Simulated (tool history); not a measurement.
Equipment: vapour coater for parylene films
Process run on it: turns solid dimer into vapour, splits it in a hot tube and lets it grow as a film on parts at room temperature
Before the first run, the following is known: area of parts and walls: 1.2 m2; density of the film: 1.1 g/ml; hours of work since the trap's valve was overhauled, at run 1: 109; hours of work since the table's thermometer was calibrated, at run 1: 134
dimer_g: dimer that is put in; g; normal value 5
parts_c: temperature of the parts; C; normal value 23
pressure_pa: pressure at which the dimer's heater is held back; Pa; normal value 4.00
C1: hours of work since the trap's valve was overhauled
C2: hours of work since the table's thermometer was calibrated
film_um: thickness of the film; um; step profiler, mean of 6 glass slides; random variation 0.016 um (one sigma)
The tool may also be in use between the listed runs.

Run 1, hour 0.0: usual settings; C1 109; C2 134. Result: film_um 1.79 um.
Run 2, hour 18.5: usual settings but dimer_g 2 g; C1 117; C2 142. Result: film_um 0.71 um.
Run 3, hour 40.5: usual settings but parts_c 30 C; C1 126; C2 152. Result: film_um 1.30 um.
Run 4, hour 68.8: usual settings but parts_c 30 C; C1 138; C2 164. Result: film_um 1.27 um.
Run 5, hour 83.2: usual settings but dimer_g 4 g, parts_c 30 C; C1 144; C2 170. Result: film_um 1.04 um.
Run 6, hour 99.5: usual settings but dimer_g 4 g, parts_c 30 C; C1 151; C2 176. Result: film_um 1.02 um.
Run 7, hour 121.2: usual settings but dimer_g 4 g, parts_c 30 C; C1 160; C2 186. Result: film_um 1.02 um.
Run 8, hour 142.9: usual settings but dimer_g 3 g; C1 170; C2 195. Result: film_um 1.06 um.
Run 9, hour 161.9: usual settings but dimer_g 2 g; C1 178; C2 203. Result: film_um 0.72 um.
Run 10, hour 177.7: usual settings but dimer_g 2 g; C1 184; C2 210. Result: film_um 0.69 um.
Run 11, hour 205.1: usual settings but parts_c 18 C; C1 196; C2 221. Result: film_um 2.24 um.
Run 12, hour 219.2: usual settings but parts_c 18 C; C1 202; C2 227. Result: film_um 2.25 um.
Run 13, hour 251.2: usual settings but parts_c 18 C; C1 216; C2 241. Result: film_um 2.22 um.
Run 14, hour 279.9: usual settings but parts_c 18 C; C1 228; C2 253. Result: film_um 2.20 um.
Run 15, hour 311.9: usual settings but dimer_g 2 g; C1 241; C2 267. Result: film_um 0.69 um.
Run 16, hour 343.3: usual settings but dimer_g 2 g; C1 255; C2 280. Result: film_um 0.70 um.
Run 17, hour 358.0: usual settings but dimer_g 2 g; C1 261; C2 286. Result: film_um 0.68 um.
Run 18, hour 371.9: usual settings but dimer_g 2 g; C1 267; C2 292. Result: film_um 0.69 um.
Run 19, hour 386.5: usual settings but parts_c 15 C, pressure_pa 2.25 Pa; C1 273; C2 298. Result: film_um 2.92 um.
Run 20, hour 408.9: usual settings but parts_c 17 C, pressure_pa 3.99 Pa; C1 282; C2 308. Result: film_um 2.28 um.
Run 21, hour 437.8: usual settings but parts_c 17 C, pressure_pa 7.97 Pa; C1 295; C2 320. Result: film_um 1.95 um.
At hour 440.6: table's thermometer calibrated.
Run 22, hour 452.1: usual settings but pressure_pa 6.86 Pa; C1 300; C2 5. Result: film_um 1.48 um.
Run 23, hour 480.7: usual settings but pressure_pa 6.86 Pa; C1 312; C2 17. Result: film_um 1.46 um.
Run 24, hour 506.3: usual settings but pressure_pa 6.86 Pa; C1 323; C2 28. Result: film_um 1.50 um.
Run 25, hour 530.7: usual settings but dimer_g 3 g, parts_c 19 C, pressure_pa 5.45 Pa; C1 334; C2 38. Result: film_um 1.14 um.
Run 26, hour 562.6: usual settings but dimer_g 3 g; C1 347; C2 52. Result: film_um 1.02 um.

Predict the results of run 27:
At hour 567.5: table's thermometer calibrated, once more.
Run 27, hour 594.2: usual settings but dimer_g 3 g; C1 360; C2 11. Result: film_um ?.

film_um: 1.06 um
Take away the tool's hidden state, keep the run-to-run variation as it was, and the same run would have given film_um 1.10 um.

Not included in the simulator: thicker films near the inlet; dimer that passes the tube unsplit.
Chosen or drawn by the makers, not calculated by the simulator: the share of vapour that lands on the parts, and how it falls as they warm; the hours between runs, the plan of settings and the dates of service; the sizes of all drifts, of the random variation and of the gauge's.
